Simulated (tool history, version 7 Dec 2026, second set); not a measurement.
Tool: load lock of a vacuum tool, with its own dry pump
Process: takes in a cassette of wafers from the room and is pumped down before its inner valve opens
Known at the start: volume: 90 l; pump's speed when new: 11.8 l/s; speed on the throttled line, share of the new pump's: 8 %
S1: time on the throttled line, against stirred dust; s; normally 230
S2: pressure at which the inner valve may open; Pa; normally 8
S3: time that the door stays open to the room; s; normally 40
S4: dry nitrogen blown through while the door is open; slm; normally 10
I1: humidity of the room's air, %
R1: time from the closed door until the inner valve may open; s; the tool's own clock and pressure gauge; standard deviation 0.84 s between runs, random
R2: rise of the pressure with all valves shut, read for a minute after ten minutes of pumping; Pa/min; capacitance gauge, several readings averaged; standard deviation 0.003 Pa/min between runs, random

run 1 hour=0.0 | S1=230 S2=8 S3=40 S4=10 | I1=49.1 | R1=296.0 R2=0.092
run 2 hour=579.9 | S1=230 S2=8 S3=40 S4=10 | I1=44.3 | R1=296.9 R2=0.100
run 3 hour=1068.8 | S1=230 S2=8 S3=40 S4=10 | I1=47.5 | R1=296.5 R2=0.107
run 4 hour=1600.1 | S1=230 S2=8 S3=40 S4=10 | I1=47.3 | R1=296.9 R2=0.124
run 5 hour=2158.3 | S1=230 S2=8 S3=40 S4=10 | I1=45.7 | R1=297.1 R2=0.125
run 6 hour=2814.2 | S1=230 S2=8 S3=40 S4=10 | I1=48.5 | R1=298.7 R2=0.143
run 7 hour=3199.0 | S1=230 S2=8 S3=40 S4=10 | I1=47.3 | R1=298.8 R2=0.141
run 8 hour=3656.4 | S1=230 S2=8 S3=40 S4=10 | I1=44.4 | R1=297.9 R2=0.152
-- hour=4303.3 dry pump taken out, an overhauled one fitted
run 9 hour=4321.4 | S1=230 S2=12 S3=40 S4=10 | I1=45.0 | R1=280.9 R2=0.167
run 10 hour=4673.2 | S1=230 S2=12 S3=40 S4=10 | I1=46.7 | R1=280.8 R2=0.170
run 11 hour=5073.5 | S1=230 S2=12 S3=40 S4=10 | I1=46.0 | R1=280.9 R2=0.178
run 12 hour=5342.1 | S1=230 S2=12 S3=40 S4=10 | I1=43.0 | R1=281.9 R2=0.183
run 13 hour=5876.7 | S1=230 S2=12 S3=40 S4=10 | I1=45.4 | R1=281.8 R2=0.184
run 14 hour=6283.3 | S1=230 S2=8 S3=65 S4=20 | I1=44.1 | R1=286.8 R2=0.195
run 15 hour=6571.0 | S1=158 S2=8 S3=40 S4=10 | I1=42.9 | R1=219.8 R2=0.202
run 16 hour=7127.9 | S1=276 S2=10 S3=40 S4=10 | I1=46.6 | R1=327.3 R2=0.209
run 17 hour=7694.1 | S1=458 S2=14 S3=40 S4=10 | I1=45.5 | R1=489.5 R2=0.230
run 18 hour=8238.0 | S1=230 S2=14 S3=40 S4=21 | I1=42.4 | R1=283.3 R2=0.231
run 19 hour=8891.9 | S1=230 S2=14 S3=40 S4=21 | I1=45.4 | R1=282.0 R2=0.240
run 20 hour=9336.8 | S1=180 S2=15 S3=216 S4=16 | I1=42.7 | R1=235.6 R2=0.258
run 21 hour=9823.6 | S1=190 S2=14 S3=162 S4=16 | I1=45.4 | R1=246.7 R2=0.265
run 22 hour=10206.2 | S1=190 S2=14 S3=162 S4=16 | I1=47.7 | R1=247.4 R2=0.278

Alternative continuations, all from the tool just after run 22; predict every row:
run A hour=10558.7 | S1=241 S2=16 S3=41 S4=10 | I1=41.6 | R1=? R2=?
run B hour=10558.7 | S1=190 S2=14 S3=162 S4=9 | I1=46.4 | R1=? R2=?
run C hour=10558.7 | S1=190 S2=14 S3=162 S4=10 | I1=45.2 | R1=? R2=?

run=A R1=292.7 R2=0.284
run=B R1=247.2 R2=0.298
run=C R1=246.4 R2=0.297
Take away the tool's hidden state, keep each run's random variation, and the runs would have read:
run=A R1=288.6 R2=0.020
run=B R1=242.8 R2=0.033
run=C R1=242.0 R2=0.034
